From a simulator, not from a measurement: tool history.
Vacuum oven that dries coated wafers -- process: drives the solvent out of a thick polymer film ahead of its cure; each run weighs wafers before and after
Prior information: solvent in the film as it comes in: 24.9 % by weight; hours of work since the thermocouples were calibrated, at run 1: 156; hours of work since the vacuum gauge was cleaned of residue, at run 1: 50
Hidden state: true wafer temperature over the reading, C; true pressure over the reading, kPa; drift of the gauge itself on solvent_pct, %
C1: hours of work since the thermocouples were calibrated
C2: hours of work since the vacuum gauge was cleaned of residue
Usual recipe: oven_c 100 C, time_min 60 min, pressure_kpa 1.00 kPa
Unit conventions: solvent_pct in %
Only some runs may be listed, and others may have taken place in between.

{"run": 1, "hour": 0.0, "oven_c": 100, "time_min": 60, "pressure_kpa": 1.0, "C1": 156, "C2": 50, "solvent_pct": 1.74}
{"run": 2, "hour": 15.9, "oven_c": 100, "time_min": 60, "pressure_kpa": 1.0, "C1": 168, "C2": 62, "solvent_pct": 1.73}
{"run": 3, "hour": 27.3, "oven_c": 100, "time_min": 60, "pressure_kpa": 1.0, "C1": 176, "C2": 71, "solvent_pct": 1.75}
{"run": 4, "hour": 42.0, "oven_c": 100, "time_min": 60, "pressure_kpa": 1.0, "C1": 187, "C2": 82, "solvent_pct": 1.77}
{"run": 5, "hour": 56.0, "oven_c": 100, "time_min": 60, "pressure_kpa": 1.0, "C1": 198, "C2": 92, "solvent_pct": 1.75}
{"run": 6, "hour": 69.2, "oven_c": 100, "time_min": 60, "pressure_kpa": 1.0, "C1": 208, "C2": 102, "solvent_pct": 1.73}
{"run": 7, "hour": 75.9, "oven_c": 100, "time_min": 60, "pressure_kpa": 1.0, "C1": 213, "C2": 108, "solvent_pct": 1.75}
{"hour": 79.4, "done": "oven's thermocouples calibrated"}
{"run": 8, "hour": 92.4, "oven_c": 100, "time_min": 60, "pressure_kpa": 1.0, "C1": 10, "C2": 119, "solvent_pct": 1.73}
{"run": 9, "hour": 99.1, "oven_c": 89, "time_min": 60, "pressure_kpa": 2.19, "C1": 15, "C2": 124, "solvent_pct": 5.59}
{"run": 10, "hour": 107.1, "oven_c": 89, "time_min": 60, "pressure_kpa": 1.59, "C1": 21, "C2": 130, "solvent_pct": 5.15}
{"run": 11, "hour": 115.4, "oven_c": 89, "time_min": 60, "pressure_kpa": 1.59, "C1": 27, "C2": 136, "solvent_pct": 5.19}
{"run": 12, "hour": 122.9, "oven_c": 89, "time_min": 60, "pressure_kpa": 1.59, "C1": 33, "C2": 142, "solvent_pct": 5.15}
{"hour": 140.1, "done": "oven's thermocouples calibrated, once more"}
{"run": 13, "hour": 140.8, "oven_c": 110, "time_min": 50, "pressure_kpa": 1.0, "C1": 0, "C2": 154, "solvent_pct": 0.91}
{"run": 14, "hour": 150.6, "oven_c": 86, "time_min": 65, "pressure_kpa": 1.84, "C1": 8, "C2": 161, "solvent_pct": 6.14}
{"run": 15, "hour": 162.3, "oven_c": 86, "time_min": 65, "pressure_kpa": 0.68, "C1": 17, "C2": 170, "solvent_pct": 5.25}
{"run": 16, "hour": 178.2, "oven_c": 86, "time_min": 65, "pressure_kpa": 0.68, "C1": 29, "C2": 182, "solvent_pct": 5.26}

Here are 5 independent what-if runs from the current tool condition. What would each one return?
{"run": "A", "hour": 190.8, "oven_c": 91, "time_min": 72, "pressure_kpa": 2.71, "C1": 39, "C2": 192, "solvent_pct": "?"}
{"run": "B", "hour": 190.8, "oven_c": 86, "time_min": 59, "pressure_kpa": 2.4, "C1": 39, "C2": 192, "solvent_pct": "?"}
{"run": "C", "hour": 190.8, "oven_c": 91, "time_min": 103, "pressure_kpa": 2.11, "C1": 39, "C2": 192, "solvent_pct": "?"}
{"run": "D", "hour": 190.8, "oven_c": 86, "time_min": 69, "pressure_kpa": 0.68, "C1": 39, "C2": 192, "solvent_pct": "?"}
{"run": "E", "hour": 190.8, "oven_c": 92, "time_min": 48, "pressure_kpa": 2.44, "C1": 39, "C2": 192, "solvent_pct": "?"}

run=A solvent_pct=4.43
run=B solvent_pct=7.18
run=C solvent_pct=2.59
run=D solvent_pct=4.88
run=E solvent_pct=6.13
Without the tool's hidden state the same runs would have given:
run=A solvent_pct=4.33
run=B solvent_pct=7.05
run=C solvent_pct=2.52
run=D solvent_pct=4.76
run=E solvent_pct=6.01

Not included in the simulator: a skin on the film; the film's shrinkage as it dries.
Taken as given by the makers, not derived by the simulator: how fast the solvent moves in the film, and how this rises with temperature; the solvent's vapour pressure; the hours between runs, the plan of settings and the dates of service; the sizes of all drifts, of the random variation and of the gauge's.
